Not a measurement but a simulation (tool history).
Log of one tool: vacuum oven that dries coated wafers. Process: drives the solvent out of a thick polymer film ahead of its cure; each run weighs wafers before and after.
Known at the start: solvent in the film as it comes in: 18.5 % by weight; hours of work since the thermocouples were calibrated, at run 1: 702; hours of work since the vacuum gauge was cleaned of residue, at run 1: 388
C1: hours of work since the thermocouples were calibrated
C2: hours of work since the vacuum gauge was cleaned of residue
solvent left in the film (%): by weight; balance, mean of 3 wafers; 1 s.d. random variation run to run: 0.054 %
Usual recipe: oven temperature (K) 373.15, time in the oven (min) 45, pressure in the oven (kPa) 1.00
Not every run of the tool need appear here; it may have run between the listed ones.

run 1 hour=0.0 | oven_temperature_(K)=373.15 time_in_the_oven_(min)=45 pressure_in_the_oven_(kPa)=1.00 | C1=702 C2=388 | solvent_left_in_the_film_(%)=3.79
run 2 hour=13.2 | oven_temperature_(K)=373.15 time_in_the_oven_(min)=45 pressure_in_the_oven_(kPa)=1.00 | C1=713 C2=398 | solvent_left_in_the_film_(%)=3.79
run 3 hour=26.7 | oven_temperature_(K)=373.15 time_in_the_oven_(min)=45 pressure_in_the_oven_(kPa)=1.00 | C1=723 C2=409 | solvent_left_in_the_film_(%)=3.72
run 4 hour=40.1 | oven_temperature_(K)=373.15 time_in_the_oven_(min)=45 pressure_in_the_oven_(kPa)=1.00 | C1=734 C2=420 | solvent_left_in_the_film_(%)=3.78
run 5 hour=56.2 | oven_temperature_(K)=373.15 time_in_the_oven_(min)=39 pressure_in_the_oven_(kPa)=1.00 | C1=746 C2=432 | solvent_left_in_the_film_(%)=4.54
run 6 hour=67.1 | oven_temperature_(K)=373.15 time_in_the_oven_(min)=39 pressure_in_the_oven_(kPa)=1.00 | C1=755 C2=441 | solvent_left_in_the_film_(%)=4.54
run 7 hour=76.2 | oven_temperature_(K)=373.15 time_in_the_oven_(min)=39 pressure_in_the_oven_(kPa)=1.00 | C1=762 C2=448 | solvent_left_in_the_film_(%)=4.53
run 8 hour=84.4 | oven_temperature_(K)=373.15 time_in_the_oven_(min)=45 pressure_in_the_oven_(kPa)=1.00 | C1=768 C2=454 | solvent_left_in_the_film_(%)=3.84
run 9 hour=97.2 | oven_temperature_(K)=373.15 time_in_the_oven_(min)=45 pressure_in_the_oven_(kPa)=1.00 | C1=778 C2=464 | solvent_left_in_the_film_(%)=3.85
run 10 hour=107.8 | oven_temperature_(K)=373.15 time_in_the_oven_(min)=45 pressure_in_the_oven_(kPa)=1.00 | C1=787 C2=472 | solvent_left_in_the_film_(%)=3.90
run 11 hour=114.4 | oven_temperature_(K)=373.15 time_in_the_oven_(min)=45 pressure_in_the_oven_(kPa)=1.00 | C1=792 C2=478 | solvent_left_in_the_film_(%)=3.83
run 12 hour=128.7 | oven_temperature_(K)=373.15 time_in_the_oven_(min)=74 pressure_in_the_oven_(kPa)=1.00 | C1=803 C2=489 | solvent_left_in_the_film_(%)=1.65
run 13 hour=135.3 | oven_temperature_(K)=373.15 time_in_the_oven_(min)=74 pressure_in_the_oven_(kPa)=1.00 | C1=808 C2=494 | solvent_left_in_the_film_(%)=1.67
run 14 hour=144.9 | oven_temperature_(K)=373.15 time_in_the_oven_(min)=74 pressure_in_the_oven_(kPa)=1.00 | C1=816 C2=501 | solvent_left_in_the_film_(%)=1.79
run 15 hour=153.0 | oven_temperature_(K)=376.15 time_in_the_oven_(min)=70 pressure_in_the_oven_(kPa)=1.14 | C1=822 C2=508 | solvent_left_in_the_film_(%)=1.53
run 16 hour=166.4 | oven_temperature_(K)=376.15 time_in_the_oven_(min)=70 pressure_in_the_oven_(kPa)=1.14 | C1=833 C2=518 | solvent_left_in_the_film_(%)=1.51
run 17 hour=179.7 | oven_temperature_(K)=376.15 time_in_the_oven_(min)=70 pressure_in_the_oven_(kPa)=1.14 | C1=843 C2=529 | solvent_left_in_the_film_(%)=1.54
run 18 hour=194.8 | oven_temperature_(K)=365.15 time_in_the_oven_(min)=79 pressure_in_the_oven_(kPa)=1.59 | C1=855 C2=540 | solvent_left_in_the_film_(%)=3.27
run 19 hour=207.2 | oven_temperature_(K)=384.15 time_in_the_oven_(min)=45 pressure_in_the_oven_(kPa)=1.48 | C1=864 C2=550 | solvent_left_in_the_film_(%)=1.88
run 20 hour=214.0 | oven_temperature_(K)=373.15 time_in_the_oven_(min)=23 pressure_in_the_oven_(kPa)=1.12 | C1=870 C2=555 | solvent_left_in_the_film_(%)=7.32
run 21 hour=221.3 | oven_temperature_(K)=383.15 time_in_the_oven_(min)=54 pressure_in_the_oven_(kPa)=2.87 | C1=875 C2=561 | solvent_left_in_the_film_(%)=1.73
run 22 hour=232.6 | oven_temperature_(K)=373.15 time_in_the_oven_(min)=67 pressure_in_the_oven_(kPa)=0.76 | C1=884 C2=570 | solvent_left_in_the_film_(%)=1.93
run 23 hour=245.1 | oven_temperature_(K)=373.15 time_in_the_oven_(min)=67 pressure_in_the_oven_(kPa)=0.76 | C1=894 C2=580 | solvent_left_in_the_film_(%)=1.98
run 24 hour=253.9 | oven_temperature_(K)=373.15 time_in_the_oven_(min)=67 pressure_in_the_oven_(kPa)=0.76 | C1=901 C2=587 | solvent_left_in_the_film_(%)=2.09
run 25 hour=262.7 | oven_temperature_(K)=373.15 time_in_the_oven_(min)=67 pressure_in_the_oven_(kPa)=0.76 | C1=908 C2=594 | solvent_left_in_the_film_(%)=2.00
run 26 hour=271.8 | oven_temperature_(K)=382.15 time_in_the_oven_(min)=67 pressure_in_the_oven_(kPa)=2.37 | C1=915 C2=601 | solvent_left_in_the_film_(%)=1.35
run 27 hour=280.0 | oven_temperature_(K)=366.15 time_in_the_oven_(min)=67 pressure_in_the_oven_(kPa)=2.37 | C1=921 C2=607 | solvent_left_in_the_film_(%)=3.96

Consider 3 possible next runs. They are alternatives, not a sequence: every one starts from the tool as it was left by run 27. What does each give?
run A hour=287.7 | oven_temperature_(K)=387.15 time_in_the_oven_(min)=37 pressure_in_the_oven_(kPa)=0.55 | C1=927 C2=613 | solvent_left_in_the_film_(%)=?
run B hour=287.7 | oven_temperature_(K)=380.15 time_in_the_oven_(min)=45 pressure_in_the_oven_(kPa)=3.40 | C1=927 C2=613 | solvent_left_in_the_film_(%)=?
run C hour=287.7 | oven_temperature_(K)=366.15 time_in_the_oven_(min)=26 pressure_in_the_oven_(kPa)=2.37 | C1=927 C2=613 | solvent_left_in_the_film_(%)=?

run=A solvent_left_in_the_film_(%)=1.86
run=B solvent_left_in_the_film_(%)=3.01
run=C solvent_left_in_the_film_(%)=8.59
The same runs, with their run-to-run variation unchanged, on a tool lacking any hidden condition would have given:
run=A solvent_left_in_the_film_(%)=1.84
run=B solvent_left_in_the_film_(%)=2.98
run=C solvent_left_in_the_film_(%)=8.56

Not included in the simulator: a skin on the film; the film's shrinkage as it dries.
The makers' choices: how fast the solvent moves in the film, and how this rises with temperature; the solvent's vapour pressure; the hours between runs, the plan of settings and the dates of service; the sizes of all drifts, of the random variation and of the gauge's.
